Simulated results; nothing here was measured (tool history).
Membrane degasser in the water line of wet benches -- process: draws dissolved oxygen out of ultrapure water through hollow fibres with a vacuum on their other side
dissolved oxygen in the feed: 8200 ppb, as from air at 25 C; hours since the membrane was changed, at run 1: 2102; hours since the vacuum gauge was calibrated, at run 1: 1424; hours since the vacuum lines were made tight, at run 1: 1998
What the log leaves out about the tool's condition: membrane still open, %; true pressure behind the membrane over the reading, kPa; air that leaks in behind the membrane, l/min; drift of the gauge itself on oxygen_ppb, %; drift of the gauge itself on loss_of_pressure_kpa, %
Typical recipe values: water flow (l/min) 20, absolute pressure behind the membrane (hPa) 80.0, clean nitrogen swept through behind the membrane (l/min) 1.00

| run | day | water flow (l/min) | absolute pressure behind the membrane (hPa) | clean nitrogen swept through behind the membrane (l/min) | hours since the membrane was changed | hours since the vacuum gauge was calibrated | hours since the vacuum lines were made tight | dissolved oxygen in the water behind the degasser (ppb) | pressure that the water loses in the fibres (hPa) |
|---|---|---|---|---|---|---|---|---|---|
| 1 | 0.000 | 20 | 80.0 | 1.00 | 2102 | 1424 | 1998 | 234.9 | 368.3 |
| 2 | 1.229 | 20 | 80.0 | 1.00 | 2131 | 1454 | 2027 | 238.6 | 371.7 |
| 3 | 2.867 | 20 | 80.0 | 1.00 | 2170 | 1493 | 2067 | 232.8 | 374.4 |
| 4 | 5.154 | 20 | 80.0 | 1.00 | 2225 | 1548 | 2122 | 238.3 | 369.3 |
| 5 | 7.475 | 20 | 80.0 | 1.00 | 2281 | 1604 | 2177 | 242.5 | 371.6 |
| 6 | 10.071 | 20 | 80.0 | 1.00 | 2343 | 1666 | 2240 | 244.6 | 370.6 |
| 7 | 12.042 | 20 | 80.0 | 1.00 | 2391 | 1713 | 2287 | 237.7 | 368.5 |
| 8 | 14.400 | 20 | 80.0 | 1.00 | 2447 | 1770 | 2344 | 240.9 | 367.5 |
| 9 | 16.446 | 20 | 48.2 | 1.00 | 2496 | 1819 | 2393 | 100.8 | 373.0 |
| 10 | 17.883 | 20 | 80.0 | 1.00 | 2531 | 1853 | 2427 | 238.2 | 370.9 |
| 11 | 20.483 | 20 | 80.0 | 1.44 | 2593 | 1916 | 2490 | 178.3 | 373.5 |
| 12 | 22.000 | 20 | 80.0 | 1.44 | 2630 | 1952 | 2526 | 180.6 | 368.4 |
| 13 | 23.575 | 20 | 189.6 | 1.00 | 2667 | 1990 | 2564 | 680.5 | 373.6 |
| 14 | 25.808 | 32 | 80.0 | 1.00 | 2721 | 2043 | 2617 | 484.8 | 593.6 |

Run 15 comes next. What will it give?
| 15 | 27.775 | 31 | 80.0 | 1.89 | 2768 | 2091 | 2665 | ? | ? |

{"run 15": {"dissolved oxygen in the water behind the degasser (ppb)": 348.3, "pressure that the water loses in the fibres (hPa)": 573.6}}
With no hidden state in the tool, this same run would have given dissolved oxygen in the water behind the degasser (ppb) 347.9, pressure that the water loses in the fibres (hPa) 573.4.

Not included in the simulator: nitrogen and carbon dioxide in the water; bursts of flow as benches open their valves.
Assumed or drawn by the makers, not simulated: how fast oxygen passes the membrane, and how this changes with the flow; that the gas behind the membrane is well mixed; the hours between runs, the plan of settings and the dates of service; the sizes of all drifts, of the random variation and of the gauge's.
